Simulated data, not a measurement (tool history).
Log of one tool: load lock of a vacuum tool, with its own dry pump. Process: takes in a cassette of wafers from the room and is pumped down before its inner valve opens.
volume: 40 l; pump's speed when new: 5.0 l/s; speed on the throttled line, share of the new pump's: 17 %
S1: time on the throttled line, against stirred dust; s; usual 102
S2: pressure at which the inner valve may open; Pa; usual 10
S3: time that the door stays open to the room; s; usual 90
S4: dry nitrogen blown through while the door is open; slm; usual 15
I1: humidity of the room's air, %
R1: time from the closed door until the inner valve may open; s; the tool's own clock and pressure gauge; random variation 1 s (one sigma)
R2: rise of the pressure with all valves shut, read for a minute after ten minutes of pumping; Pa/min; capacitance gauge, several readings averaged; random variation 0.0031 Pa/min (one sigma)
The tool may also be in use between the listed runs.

Run 1, hour 0: usual settings; I1 46.8. Result: R1 157.1 s, R2 0.069 Pa/min.
Run 2, hour 154.9: usual settings but S3 185 s; I1 46.1. Result: R1 159.4 s, R2 0.087 Pa/min.
Run 3, hour 401.5: usual settings but S3 185 s; I1 45. Result: R1 158.9 s, R2 0.088 Pa/min.
Run 4, hour 622.9: usual settings but S3 57 s; I1 46. Result: R1 158.5 s, R2 0.052 Pa/min.
Run 5, hour 813.5: usual settings but S3 57 s; I1 45.7. Result: R1 160.8 s, R2 0.05 Pa/min.
Run 6, hour 924.8: usual settings but S2 7 Pa; I1 42.2. Result: R1 162 s, R2 0.056 Pa/min.
Run 7, hour 1042.9: usual settings but S2 7 Pa; I1 44. Result: R1 162.7 s, R2 0.058 Pa/min.
Run 8, hour 1209.2: usual settings but S2 7 Pa; I1 45.6. Result: R1 164.5 s, R2 0.069 Pa/min.
Run 9, hour 1322.9: usual settings but S4 12 slm; I1 46.1. Result: R1 160.2 s, R2 0.072 Pa/min.
Run 10, hour 1435.6: usual settings but S4 12 slm; I1 48.2. Result: R1 158.3 s, R2 0.072 Pa/min.
Run 11, hour 1632.6: usual settings but S3 170 s; I1 48.4. Result: R1 160.2 s, R2 0.086 Pa/min.
Run 12, hour 1778.9: usual settings but S3 170 s; I1 43.5. Result: R1 159.4 s, R2 0.084 Pa/min.
Run 13, hour 1993.2: usual settings but S3 170 s; I1 44.6. Result: R1 160.7 s, R2 0.08 Pa/min.
Run 14, hour 2208.1: usual settings but S3 170 s; I1 43.7. Result: R1 158 s, R2 0.078 Pa/min.
Run 15, hour 2401.4: usual settings but S3 170 s; I1 42.8. Result: R1 159.9 s, R2 0.075 Pa/min.
Run 16, hour 2661.3: usual settings but S4 45 slm; I1 45.5. Result: R1 159.7 s, R2 0.035 Pa/min.
Run 17, hour 2778.3: usual settings but S4 45 slm; I1 47.3. Result: R1 159 s, R2 0.037 Pa/min.
Run 18, hour 2976.4: usual settings but S4 45 slm; I1 45. Result: R1 161.1 s, R2 0.038 Pa/min.
Run 19, hour 3088.9: usual settings but S4 45 slm; I1 45.7. Result: R1 160.7 s, R2 0.035 Pa/min.
Run 20, hour 3245.8: usual settings but S1 115 s, S2 9 Pa, S3 105 s, S4 45 slm; I1 44.8. Result: R1 170.5 s, R2 0.04 Pa/min.
Run 21, hour 3430.4: usual settings but S1 54 s, S2 16 Pa; I1 45.1. Result: R1 116.5 s, R2 0.065 Pa/min.
Run 22, hour 3643.5: usual settings but S1 54 s, S2 16 Pa; I1 44.1. Result: R1 114.5 s, R2 0.059 Pa/min.
Run 23, hour 3853: usual settings but S1 54 s, S2 16 Pa; I1 45.2. Result: R1 114.9 s, R2 0.063 Pa/min.
Run 24, hour 4101.5: usual settings but S1 54 s, S2 16 Pa; I1 41.9. Result: R1 117.3 s, R2 0.056 Pa/min.
Run 25, hour 4256.1: usual settings but S1 86 s, S2 9 Pa, S3 71 s, S4 29 slm; I1 43.3. Result: R1 149.3 s, R2 0.033 Pa/min.
Run 26, hour 4427.2: usual settings but S1 157 s, S2 9 Pa, S3 39 s, S4 6 slm; I1 47.5. Result: R1 205.3 s, R2 0.062 Pa/min.
Run 27, hour 4583: usual settings but S1 55 s, S2 16 Pa, S4 5 slm; I1 43.8. Result: R1 117.5 s, R2 0.08 Pa/min.
Run 28, hour 4780: usual settings but S2 8 Pa, S3 45 s, S4 4 slm; I1 45.8. Result: R1 163 s, R2 0.063 Pa/min.
Run 29, hour 5015.7: usual settings but S2 8 Pa, S3 71 s, S4 4 slm; I1 44.7. Result: R1 163.3 s, R2 0.077 Pa/min.
Run 30, hour 5253.6: usual settings but S2 8 Pa, S3 71 s, S4 4 slm; I1 43. Result: R1 162.6 s, R2 0.073 Pa/min.
Run 31, hour 5416.5: usual settings but S2 8 Pa, S4 8 slm; I1 45. Result: R1 162 s, R2 0.083 Pa/min.
Run 32, hour 5589.3: usual settings but S1 65 s, S3 29 s; I1 44.9. Result: R1 130.4 s, R2 0.038 Pa/min.
Run 33, hour 5750.2: usual settings but S1 65 s, S3 29 s; I1 41.8. Result: R1 128.9 s, R2 0.037 Pa/min.
Run 34, hour 5972.6: usual settings but S1 83 s, S3 214 s; I1 43.7. Result: R1 143.6 s, R2 0.088 Pa/min.
Run 35, hour 6104.6: usual settings but S1 180 s, S2 8 Pa, S3 136 s, S4 18 slm; I1 46.2. Result: R1 227.9 s, R2 0.07 Pa/min.
Run 36, hour 6349.7: usual settings but S1 75 s, S2 8 Pa, S3 136 s, S4 45 slm; I1 43.8. Result: R1 137.9 s, R2 0.041 Pa/min.
Run 37, hour 6481.9: usual settings but S1 189 s, S3 72 s; I1 46. Result: R1 233.7 s, R2 0.058 Pa/min.

Forecast each of these 4 alternatives for the next run:
Run A, hour 6629: usual settings but S1 189 s, S3 72 s, S4 4 slm; I1 42.4. Result: R1 ?, R2 ?.
Run B, hour 6629: usual settings but S1 153 s, S4 27 slm; I1 43.6. Result: R1 ?, R2 ?.
Run C, hour 6629: usual settings but S1 93 s, S2 16 Pa, S3 128 s; I1 44.2. Result: R1 ?, R2 ?.
Run D, hour 6629: usual settings but S1 189 s, S2 11 Pa, S3 131 s; I1 45.4. Result: R1 ?, R2 ?.

run     R1     R2
  A  234.4  0.075
  B  199.7  0.047
  C  148.9  0.072
  D  230.2  0.076
Without the tool's hidden state the same runs would have given:
run     R1     R2
  A  234.4  0.075
  B  199.7  0.047
  C  148.9  0.071
  D  230.2  0.076
